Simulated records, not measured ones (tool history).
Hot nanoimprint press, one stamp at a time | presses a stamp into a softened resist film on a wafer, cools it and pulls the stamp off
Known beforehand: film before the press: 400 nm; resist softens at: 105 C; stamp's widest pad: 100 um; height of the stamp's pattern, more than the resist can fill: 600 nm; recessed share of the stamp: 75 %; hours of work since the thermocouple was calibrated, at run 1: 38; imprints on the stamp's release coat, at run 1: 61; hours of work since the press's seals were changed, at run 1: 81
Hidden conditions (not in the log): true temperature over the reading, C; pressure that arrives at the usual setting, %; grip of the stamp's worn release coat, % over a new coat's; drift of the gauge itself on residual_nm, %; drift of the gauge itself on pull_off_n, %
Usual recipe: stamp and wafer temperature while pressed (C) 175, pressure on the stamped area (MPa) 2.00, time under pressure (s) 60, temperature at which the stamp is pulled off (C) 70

run   hour  stamp and wafer temperature while pressed (C)  pressure on the stamped area (MPa)  time under pressure (s)  temperature at which the stamp is pulled off (C)  hours of work since the thermocouple was calibrated  imprints on the stamp's release coat  hours of work since the press's seals were changed  resist left under the stamp's widest pad (angstrom)  greatest force while the stamp is pulled off (N)
  1    0.0                                            175                                2.00                       60                                                70                                                   38                                    61                                                  81                                                 1538                                             129.3
  2   61.2                                            175                                2.00                       60                                                70                                                   66                                   218                                                 109                                                 1540                                             129.0
  3  109.6                                            175                                2.00                       60                                                77                                                   88                                   343                                                 131                                                 1541                                             111.0
  4  166.1                                            175                                2.00                       39                                                70                                                  113                                   488                                                 156                                                 1830                                             129.6
  5  231.5                                            175                                2.00                       39                                                70                                                  143                                   656                                                 186                                                 1827                                             129.2
     248.1  -- stamp cleaned and given a new release coat
  6  276.3                                            182                                2.00                       60                                                70                                                  160                                    72                                                 203                                                 1067                                             128.7
  7  310.9                                            175                                2.00                       60                                                71                                                  176                                   161                                                 219                                                 1534                                             126.8
  8  372.8                                            175                                2.43                       47                                                70                                                  204                                   320                                                 247                                                 1553                                             129.1
  9  427.8                                            175                                2.43                       47                                                70                                                  228                                   462                                                 272                                                 1550                                             128.3
 10  483.7                                            166                                2.85                       30                                                73                                                  254                                   605                                                 297                                                 2617                                             121.3
     518.2  -- stamp cleaned and given a new release coat
 11  552.5                                            166                                3.13                       60                                                70                                                  282                                    88                                                 325                                                 2024                                             128.9
 12  580.5                                            166                                3.13                       60                                                70                                                  295                                   160                                                 338                                                 2015                                             129.1
 13  627.1                                            166                                3.13                       60                                                70                                                  316                                   280                                                 359                                                 2025                                             129.2

4 ways to go on from here, each from the tool as it stands after run 13. What would each give?
  A  687.3                                            166                                1.96                       60                                                67                                                  343                                   435                                                 386                                                    ?                                                 ?
  B  687.3                                            166                                2.14                       60                                                62                                                  343                                   435                                                 386                                                    ?                                                 ?
  C  687.3                                            170                                3.13                       64                                                58                                                  343                                   435                                                 386                                                    ?                                                 ?
  D  687.3                                            175                                1.71                       60                                                70                                                  343                                   435                                                 386                                                    ?                                                 ?

run  resist left under the stamp's widest pad (angstrom)  greatest force while the stamp is pulled off (N)
  A                                                 2393                                             136.7
  B                                                 2311                                             150.2
  C                                                 1587                                             160.1
  D                                                 1637                                             128.7
Without the tool's unlogged condition, the same runs would have read:
run  resist left under the stamp's widest pad (angstrom)  greatest force while the stamp is pulled off (N)
  A                                                 2426                                             136.5
  B                                                 2343                                             150.0
  C                                                 1610                                             159.9
  D                                                 1660                                             128.6
